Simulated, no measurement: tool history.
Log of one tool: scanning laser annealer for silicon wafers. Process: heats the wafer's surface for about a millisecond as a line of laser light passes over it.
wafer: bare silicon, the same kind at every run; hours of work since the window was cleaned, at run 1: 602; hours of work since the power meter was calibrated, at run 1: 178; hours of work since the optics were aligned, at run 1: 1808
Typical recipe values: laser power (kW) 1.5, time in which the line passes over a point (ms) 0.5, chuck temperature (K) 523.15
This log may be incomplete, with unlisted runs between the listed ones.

run   hour  laser power (kW)  time in which the line passes over a point (ms)  chuck temperature (K)  hours of work since the window was cleaned  hours of work since the power meter was calibrated  hours of work since the optics were aligned  highest temperature of the surface (K)
  1      0               1.5                                              0.5                 523.15                                         602                                                 178                                         1808                                 1297.15
  2   25.9               1.5                                            0.457                 523.15                                         613                                                 188                                         1819                                 1268.15
  3   46.4               1.5                                              0.5                 523.15                                         622                                                 197                                         1828                                 1300.15
  4   68.1               1.5                                              0.5                 523.15                                         631                                                 206                                         1837                                 1295.15
  5   85.3               1.5                                              0.5                 523.15                                         638                                                 213                                         1844                                 1296.15
  6  102.7               1.5                                              0.5                 523.15                                         645                                                 221                                         1851                                 1299.15
  7  131.9               1.5                                              0.5                 523.15                                         657                                                 233                                         1864                                 1293.15
  8  147.7               1.5                                              0.5                 523.15                                         664                                                 240                                         1870                                 1297.15
  9  170.7             1.525                                              0.5                 523.15                                         674                                                 249                                         1880                                 1311.15
 10  198.4             1.525                                              0.5                 523.15                                         685                                                 261                                         1892                                 1309.15
 11  234.9             1.525                                              0.5                 501.15                                         701                                                 276                                         1907                                 1284.15
 12  268.6             1.582                                            0.382                 502.15                                         715                                                 290                                         1921                                 1219.15
 13  300.3             1.461                                            0.462                 523.15                                         728                                                 304                                         1934                                 1254.15
 14  333.2             1.536                                            0.387                 537.15                                         742                                                 318                                         1948                                 1239.15
       356  -- optics aligned, line set to its width
 15  367.3             1.536                                            0.387                 537.15                                         754                                                 330                                            5                                 1255.15
 16  404.5             1.585                                            0.492                 497.15                                         770                                                 345                                           20                                 1320.15
 17    427              1.51                                            0.499                 526.15                                         779                                                 355                                           30                                 1318.15
 18  451.8               1.5                                            0.487                 523.15                                         790                                                 365                                           40                                 1299.15
 19  473.5               1.5                                            0.487                 523.15                                         799                                                 374                                           49                                 1301.15
 20  490.7             1.404                                             0.58                 494.15                                         806                                                 382                                           57                                 1284.15

Results per run with the tool's hidden condition removed, run-to-run variation unchanged:
What the log doesn't record here: light that passes the window, % of a clean one's; laser's true power over the reading, %; width of the line over the set one, %; drift of the gauge itself on peak_c, C.
run  highest temperature of the surface (K)
  1                                 1329.15
  2                                 1299.15
  3                                 1332.15
  4                                 1328.15
  5                                 1328.15
  6                                 1332.15
  7                                 1326.15
  8                                 1330.15
  9                                 1345.15
 10                                 1343.15
 11                                 1319.15
 12                                 1252.15
 13                                 1288.15
 14                                 1271.15
 15                                 1273.15
 16                                 1342.15
 17                                 1340.15
 18                                 1320.15
 19                                 1323.15
 20                                 1306.15

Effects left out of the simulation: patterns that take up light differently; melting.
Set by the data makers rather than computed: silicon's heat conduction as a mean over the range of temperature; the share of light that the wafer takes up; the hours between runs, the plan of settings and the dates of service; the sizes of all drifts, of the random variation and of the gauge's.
